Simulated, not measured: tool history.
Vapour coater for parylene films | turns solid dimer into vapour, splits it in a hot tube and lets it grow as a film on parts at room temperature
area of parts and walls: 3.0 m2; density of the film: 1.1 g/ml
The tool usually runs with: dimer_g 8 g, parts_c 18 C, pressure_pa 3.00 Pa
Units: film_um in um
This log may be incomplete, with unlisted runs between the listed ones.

{"run": 1, "day": 0.0, "dimer_g": 8, "parts_c": 18, "pressure_pa": 3.0, "film_um": 1.82}
{"run": 2, "day": 0.833, "dimer_g": 4, "parts_c": 18, "pressure_pa": 3.0, "film_um": 0.93}
{"run": 3, "day": 1.383, "dimer_g": 4, "parts_c": 18, "pressure_pa": 3.0, "film_um": 0.93}
{"run": 4, "day": 1.921, "dimer_g": 4, "parts_c": 18, "pressure_pa": 3.0, "film_um": 0.93}
{"run": 5, "day": 2.225, "dimer_g": 4, "parts_c": 18, "pressure_pa": 3.0, "film_um": 0.92}
{"run": 6, "day": 2.65, "dimer_g": 4, "parts_c": 18, "pressure_pa": 3.0, "film_um": 0.93}
{"run": 7, "day": 3.296, "dimer_g": 8, "parts_c": 18, "pressure_pa": 3.0, "film_um": 1.86}
{"run": 8, "day": 3.625, "dimer_g": 8, "parts_c": 18, "pressure_pa": 2.72, "film_um": 1.88}
{"run": 9, "day": 4.138, "dimer_g": 8, "parts_c": 18, "pressure_pa": 2.81, "film_um": 1.88}
{"run": 10, "day": 4.704, "dimer_g": 8, "parts_c": 18, "pressure_pa": 2.81, "film_um": 1.88}
{"run": 11, "day": 5.4, "dimer_g": 12, "parts_c": 18, "pressure_pa": 3.0, "film_um": 2.78}
{"run": 12, "day": 5.717, "dimer_g": 12, "parts_c": 18, "pressure_pa": 3.0, "film_um": 2.77}
{"run": 13, "day": 6.021, "dimer_g": 8, "parts_c": 16, "pressure_pa": 8.98, "film_um": 1.66}
{"run": 14, "day": 6.554, "dimer_g": 9, "parts_c": 16, "pressure_pa": 4.27, "film_um": 2.15}
{"run": 15, "day": 6.95, "dimer_g": 9, "parts_c": 16, "pressure_pa": 4.27, "film_um": 2.15}
{"run": 16, "day": 7.354, "dimer_g": 6, "parts_c": 19, "pressure_pa": 4.27, "film_um": 1.22}

Put back what was entered between runs (1 entry, withheld): which listed runs does each sit between, and how does the hidden state differ from the listed run before to the listed run after?
Run 1 -> run 2: trap's valve overhauled (day 0.275)
  vapour lost through the trap's worn valve, %: 0.4 -> 0

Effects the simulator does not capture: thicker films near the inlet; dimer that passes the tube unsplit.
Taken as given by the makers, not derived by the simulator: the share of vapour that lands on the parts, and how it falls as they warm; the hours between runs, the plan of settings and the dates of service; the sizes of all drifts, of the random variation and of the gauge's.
